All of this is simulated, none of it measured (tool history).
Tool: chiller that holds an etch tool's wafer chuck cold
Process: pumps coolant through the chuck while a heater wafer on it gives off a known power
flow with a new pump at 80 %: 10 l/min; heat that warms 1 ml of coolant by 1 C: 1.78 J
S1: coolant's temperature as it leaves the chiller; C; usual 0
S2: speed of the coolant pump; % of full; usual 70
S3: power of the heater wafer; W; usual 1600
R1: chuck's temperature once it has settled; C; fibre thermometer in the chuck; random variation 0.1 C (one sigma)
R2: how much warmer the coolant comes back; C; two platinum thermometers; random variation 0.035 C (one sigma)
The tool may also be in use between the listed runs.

run	hour	S1	S2	S3	R1	R2
1	0.0	0	70	1600	21.7	6.27
2	138.3	0	70	943	12.8	3.69
3	332.7	0	70	943	12.6	3.70
4	451.8	0	96	943	9.9	2.58
5	632.6	0	96	943	9.8	2.60
6	795.6	0	96	943	9.7	2.62
7	888.5	0	70	1600	21.8	6.35
8	1019.8	0	97	1600	16.7	4.35
9	1134.5	0	97	1600	16.7	4.40
10	1323.1	0	97	1600	15.0	4.41
11	1408.3	0	97	1600	15.0	4.36
12	1512.8	0	70	1429	17.7	5.65
13	1661.7	9	70	1600	29.0	6.30
14	1844.2	9	70	1463	27.4	5.75
15	2032.3	-1	70	1463	17.2	5.76
16	2144.1	-1	70	1463	17.2	5.84
17	2302.7	-1	70	1463	17.2	5.81
18	2393.6	-1	70	1463	17.3	5.83
19	2567.2	-1	70	1463	17.3	5.77
20	2647.6	9	81	1600	26.7	5.41
21	2729.3	-1	98	1600	14.0	4.42
22	2844.2	-10	72	1161	4.3	4.53
23	3013.1	5	72	916	16.3	3.54
24	3189.2	5	72	916	16.6	3.57
25	3330.9	1	87	2280	25.2	7.18
26	3475.7	7	69	1307	23.9	5.31
27	3643.5	0	69	1307	16.9	5.27
28	3789.0	0	94	951	9.4	2.70
29	3985.1	-7	83	1807	13.1	6.01
30	4160.7	0	87	1129	12.0	3.55
31	4305.0	0	79	1262	14.9	4.38
32	4406.5	0	62	931	13.3	4.34

Not shown: 3 entries that the log had between the listed runs. Between which runs, and how does the tool's hidden state differ before and after?
Between runs 9 and 10: coolant changed, channels flushed (hour 1149.3)
  heat passed by the chuck's channels, % of clean ones': 87.9 -> 99.6; flow at a given pump speed, % of a new pump's: 99.2 -> 99.1; coolant's true temperature over the reading, C: -0.12 -> -0.14
  measured less the result without the state, R1: +1.7 -> +0.0 C; R2: +0.03 -> +0.04 C
Between runs 15 and 16: chiller's thermometer calibrated (hour 2050.5)
  heat passed by the chuck's channels, % of clean ones': 98.5 -> 98.3; coolant's true temperature over the reading, C: -0.22 -> -0.3
  measured less the result without the state, R1: +0.2 -> +0.2 C; R2: +0.08 -> +0.08 C
Between runs 21 and 22: chiller's thermometer calibrated, once more (hour 2830.7)
  heat passed by the chuck's channels, % of clean ones': 97.5 -> 97.3; flow at a given pump speed, % of a new pump's: 98.2 -> 98.1; coolant's true temperature over the reading, C: -0.36 -> -0.05
  measured less the result without the state, R1: +0.2 -> +0.5 C; R2: +0.08 -> +0.08 C

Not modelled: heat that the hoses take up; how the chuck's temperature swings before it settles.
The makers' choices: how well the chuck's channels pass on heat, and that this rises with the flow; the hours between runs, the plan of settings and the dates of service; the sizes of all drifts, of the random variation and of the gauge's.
